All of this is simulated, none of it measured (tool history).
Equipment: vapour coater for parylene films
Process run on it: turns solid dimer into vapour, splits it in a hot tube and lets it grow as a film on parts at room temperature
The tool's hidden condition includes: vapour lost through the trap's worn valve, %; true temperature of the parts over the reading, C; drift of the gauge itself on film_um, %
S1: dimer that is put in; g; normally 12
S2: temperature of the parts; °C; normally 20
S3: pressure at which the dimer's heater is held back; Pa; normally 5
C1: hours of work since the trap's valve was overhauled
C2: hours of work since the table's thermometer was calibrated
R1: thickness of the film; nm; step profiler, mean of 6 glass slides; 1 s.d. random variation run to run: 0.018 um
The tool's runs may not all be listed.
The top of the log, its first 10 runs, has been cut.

Run 11, hour 107.2: usual settings but S2 30 °C; C1 196; C2 486. Result: R1 1540 nm.
Run 12, hour 121.6: usual settings but S1 6 g; C1 206; C2 496. Result: R1 1210 nm.
Run 13, hour 133.1: usual settings but S1 6 g; C1 214; C2 504. Result: R1 1210 nm.
Run 14, hour 144: usual settings but S1 6 g; C1 222; C2 511. Result: R1 1200 nm.
Run 15, hour 151.3: usual settings; C1 227; C2 516. Result: R1 2380 nm.
Run 16, hour 165.9: usual settings; C1 237; C2 527. Result: R1 2400 nm.
Run 17, hour 175: usual settings but S3 11.38 Pa; C1 244; C2 533. Result: R1 2070 nm.
Run 18, hour 184.6: usual settings but S3 11.38 Pa; C1 250; C2 540. Result: R1 2010 nm.
Run 19, hour 196.5: usual settings but S1 17 g; C1 258; C2 548. Result: R1 3310 nm.
Run 20, hour 209.1: usual settings but S1 10 g, S2 28 °C; C1 267; C2 557. Result: R1 1400 nm.
Run 21, hour 221.4: usual settings but S1 11 g, S2 24 °C; C1 276; C2 565. Result: R1 1820 nm.
Run 22, hour 230.4: usual settings but S1 10 g, S2 16 °C, S3 5.54 Pa; C1 282; C2 571. Result: R1 2310 nm.
At hour 245.4: trap's valve overhauled.
Run 23, hour 247.3: usual settings but S1 10 g, S2 16 °C, S3 5.54 Pa; C1 1; C2 580. Result: R1 2500 nm.
Run 24, hour 262.3: usual settings but S1 10 g, S2 16 °C, S3 5.54 Pa; C1 12; C2 591. Result: R1 2510 nm.
At hour 264.7: table's thermometer calibrated.
Run 25, hour 278.8: usual settings but S1 5 g, S2 14 °C, S3 9.68 Pa; C1 22; C2 10. Result: R1 1250 nm.
Run 26, hour 289.9: usual settings but S1 14 g, S2 13 °C, S3 9.68 Pa; C1 30; C2 17. Result: R1 3610 nm.
Run 27, hour 305.6: usual settings but S1 14 g, S2 13 °C, S3 9.68 Pa; C1 41; C2 28. Result: R1 3600 nm.
Run 28, hour 316.4: usual settings but S1 14 g, S2 13 °C, S3 9.68 Pa; C1 49; C2 36. Result: R1 3600 nm.
Run 29, hour 326.4: usual settings but S1 5 g, S2 15 °C, S3 9.76 Pa; C1 56; C2 43. Result: R1 1150 nm.
Run 30, hour 336.9: usual settings but S2 15 °C, S3 8.2 Pa; C1 63; C2 50. Result: R1 2910 nm.
At hour 345.2: table's thermometer calibrated, once more.
Run 31, hour 348.7: usual settings but S2 15 °C, S3 8.2 Pa; C1 70; C2 2. Result: R1 2810 nm.
Run 32, hour 365.7: usual settings but S2 21 °C, S3 8.2 Pa; C1 82; C2 14. Result: R1 2120 nm.
Run 33, hour 374.1: usual settings but S2 16 °C, S3 6.84 Pa; C1 88; C2 20. Result: R1 2730 nm.
Run 34, hour 390.6: usual settings but S1 7 g; C1 99; C2 32. Result: R1 1420 nm.
Run 35, hour 404: usual settings but S1 5 g, S2 32 °C, S3 3.08 Pa; C1 109; C2 41. Result: R1 630 nm.

Run 36, settings as shown, results not yet in. Your forecast:
Run 36, hour 419.6: usual settings but S1 6 g, S2 16 °C, S3 3.46 Pa; C1 120; C2 52. Result: R1 ?.

R1: 1550 nm
With no hidden state in the tool, this same run would have given R1 1620 nm.
